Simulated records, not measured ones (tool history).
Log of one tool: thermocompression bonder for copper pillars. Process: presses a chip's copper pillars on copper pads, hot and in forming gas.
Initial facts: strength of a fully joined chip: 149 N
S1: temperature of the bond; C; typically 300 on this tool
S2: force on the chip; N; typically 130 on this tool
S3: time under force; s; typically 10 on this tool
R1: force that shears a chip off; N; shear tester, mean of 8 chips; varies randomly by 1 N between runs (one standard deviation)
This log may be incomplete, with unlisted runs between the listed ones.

run   hour   S1   S2  S3     R1
  1    0.0  300  130  10   94.2
  2   29.6  300  130  10   96.1
  3   70.0  300  130  10   94.8
  4  100.8  300  130  10   95.9
     129.2  -- forming gas filter changed
  5  129.6  300  130  10  104.5
  6  155.3  300  130  11  108.6
  7  190.0  300  130  11  108.3
     218.6  -- heater calibrated with a thermocouple chip
  8  230.7  300  130  11   93.1
  9  261.6  300  130  11   96.8
 10  290.0  300  130  10   91.8
 11  313.9  292  182  12  109.9
 12  355.1  324  106   8   92.8
 13  402.1  312  174  20  126.1
 14  442.4  300  130   5   76.3
 15  463.6  309  123  27  118.9
 16  498.2  278   78   6   42.2
 17  529.8  323  142   6   96.2
 18  570.1  322  121   5   83.6

Run 19 comes next. What will it give?
     604.5  -- forming gas filter changed
 19  607.5  300  173  19   ?

Run 19 produced R1 131.8 N.
On a tool with no hidden condition, and with the same random variation, this run would have come out at R1 125.0 N.
